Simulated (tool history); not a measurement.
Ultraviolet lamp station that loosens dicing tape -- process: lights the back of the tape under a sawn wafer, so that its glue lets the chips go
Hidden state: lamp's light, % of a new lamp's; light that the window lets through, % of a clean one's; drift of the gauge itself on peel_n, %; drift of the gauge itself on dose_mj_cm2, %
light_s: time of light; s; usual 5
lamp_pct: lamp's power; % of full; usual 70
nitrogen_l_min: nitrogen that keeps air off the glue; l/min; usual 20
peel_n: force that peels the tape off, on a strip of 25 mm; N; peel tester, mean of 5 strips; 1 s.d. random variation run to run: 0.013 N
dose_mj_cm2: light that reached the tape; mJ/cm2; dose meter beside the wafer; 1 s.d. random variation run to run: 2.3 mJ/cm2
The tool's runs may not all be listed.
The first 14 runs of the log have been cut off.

run,hour,light_s,lamp_pct,nitrogen_l_min,hours of work of the lamp,hours of work since the window was cleaned,peel_n,dose_mj_cm2
15,350.8,4,77,20,850,71,1.073,175
16,378.4,5,70,20,867,88,0.855,201
17,408.6,5,70,20,885,106,0.875,193
18,436.7,5,70,20,902,123,0.867,195
19,472.6,5,70,7,924,145,1.771,191
20,501.7,5,70,7,942,163,1.882,192
21,526.5,5,70,7,957,178,1.859,194
22,541.3,5,60,20,966,187,1.273,159
23,570.7,4,60,22,983,205,1.798,126
24,590.7,4,60,22,996,217,1.821,133
25,618.0,4,60,22,1012,233,1.855,127
26,646.9,3,78,20,1030,251,2.022,122
27,672.9,3,78,20,1045,266,2.068,122
28,705.7,3,78,20,1065,286,2.115,119
29,739.5,6,78,20,1086,307,0.573,240
30,767.4,6,78,20,1103,324,0.566,237
# hour 783.4: window cleaned of glue's vapour
31,785.6,3,64,9,1113,1,3.277,111
32,804.5,3,64,14,1125,13,2.805,108
33,819.9,3,64,14,1134,22,2.780,106
34,850.1,3,71,7,1153,40,3.259,117
35,868.2,5,85,20,1164,51,0.606,233
36,896.0,5,85,20,1180,68,0.613,237
37,929.1,7,66,6,1200,88,1.336,249

Forecast run 38:
38,945.6,7,66,6,1210,98,?,?

peel_n: 1.337 N
dose_mj_cm2: 250 mJ/cm2
Without the tool's hidden state the same run would have given peel_n 0.843 N, dose_mj_cm2 315 mJ/cm2.
